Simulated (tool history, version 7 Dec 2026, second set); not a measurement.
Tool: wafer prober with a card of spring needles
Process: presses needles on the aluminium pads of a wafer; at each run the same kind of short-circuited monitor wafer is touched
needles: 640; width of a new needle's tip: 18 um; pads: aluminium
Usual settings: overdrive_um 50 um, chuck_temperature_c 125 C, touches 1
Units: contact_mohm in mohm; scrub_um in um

run   hour  overdrive_um  chuck_temperature_c  touches  contact_mohm  scrub_um
  1    0.0            50                  125        1           358      7.69
  2    4.7            50                  125        1           523      7.56
  3   12.8            50                  125        1           627      7.60
      16.4  -- tips cleaned on abrasive film
  4   20.4            50                   32        1           469      7.57
  5   25.5            50                   32        1           624      7.61
  6   32.5            50                   32        1           691      7.62
      35.1  -- tips cleaned on abrasive film
  7   38.8            50                  125        1           425      7.62
  8   44.0            50                  125        1           573      7.60
  9   50.2            50                  125        1           627      7.58
      54.0  -- tips cleaned on abrasive film
 10   59.4            50                  125        1           496      7.56
 11   68.1            50                  125        1           619      7.59
      68.9  -- height of the first contact set anew
      73.1  -- tips cleaned on abrasive film
 12   77.4            50                  125        1           471      7.44
 13   83.0            50                  125        1           606      7.48
 14   89.8            50                  125        1           652      7.46
      91.7  -- tips cleaned on abrasive film
 15   99.6            43                  125        1           724      6.35
 16  107.7            50                  104        2           465      7.50
     110.3  -- tips cleaned on abrasive film
 17  114.9            43                   49        2           436      6.39
 18  121.1            33                   68        2           846      4.81
     123.6  -- height of the first contact set anew, once more
 19  125.6            33                   68        2           809      5.14
     129.5  -- tips cleaned on abrasive film
 20  135.7            40                   68        2           504      6.24
 21  140.4            34                  121        2           710      5.32
     148.4  -- tips cleaned on abrasive film
 22  148.6            34                  121        2           244      5.29
 23  154.8            50                   52        2           382      7.79
 24  162.0            48                   28        1           709      7.46
     167.7  -- tips cleaned on abrasive film
 25  171.7            34                   40        1           801      5.25
 26  180.2            34                   63        1          1168      5.23
 27  184.7            34                   63        1          1208      5.26
     186.6  -- tips cleaned on abrasive film
 28  191.9            34                   63        1           879      5.26
 29  201.2            34                   63        3           537      5.25

Hidden state or all else? Some run-to-run changes of contact_mohm, split into what the settings, what came in and random variation would give without the hidden state, and what is left for the hidden state (with any gauge scatter that isn't in both results):
The hidden state here: debris on the tips, nm; way that the needles fall short of the set height, um; tips' diameter, um; drift of the gauge itself on contact_mohm, %; drift of the gauge itself on scrub_um, %.
Run 17 -> 18: overdrive_um 43 -> 33, chuck_temperature_c 49 -> 68. contact_mohm +410 mohm: hidden state +397, all else +13.
Run 21 -> 22: tips cleaned on abrasive film. contact_mohm -466 mohm: hidden state -461, all else -5.
